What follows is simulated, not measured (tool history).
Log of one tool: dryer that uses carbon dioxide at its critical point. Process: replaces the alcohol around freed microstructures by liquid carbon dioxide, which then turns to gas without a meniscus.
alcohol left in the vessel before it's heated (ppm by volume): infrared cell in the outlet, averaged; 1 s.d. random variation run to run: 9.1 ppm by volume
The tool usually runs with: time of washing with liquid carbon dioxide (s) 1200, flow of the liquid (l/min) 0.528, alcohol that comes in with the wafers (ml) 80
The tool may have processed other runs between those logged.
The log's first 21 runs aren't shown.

run	day	time of washing with liquid carbon dioxide (s)	flow of the liquid (l/min)	alcohol that comes in with the wafers (ml)	hours of work since the filter was changed	hours of work since the purifier's bed was changed	alcohol left in the vessel before it's heated (ppm by volume)
22	19.321	1200	0.528	80	45	829	740
23	20.392	1200	0.528	80	63	847	761
24	21.317	1920	0.399	94	79	863	484
25	21.992	840	0.396	102	90	874	6100
26	22.500	1200	0.371	22	99	883	757
27	23.421	1200	0.720	20	114	898	224
# day 24.546: purifier's bed changed
28	24.767	1680	0.355	40	135	4	471
29	25.571	1680	0.355	40	148	17	492
30	26.362	1680	0.355	40	162	31	499
31	27.225	1740	0.547	69	176	45	104
# day 27.442: inlet filter changed
32	27.879	1740	0.547	69	7	56	62
33	28.475	1440	0.528	99	18	66	293
34	29.008	1320	0.623	115	27	75	244
35	30.162	1800	0.687	80	46	94	40
36	31.350	1260	0.679	105	66	114	219

The next listed run, before its measurement:
37	31.929	780	0.351	69	76	124	?

alcohol left in the vessel before it's heated (ppm by volume): 5657
The same run, on a tool lacking any hidden state, would have yielded alcohol left in the vessel before it's heated (ppm by volume) 5060.
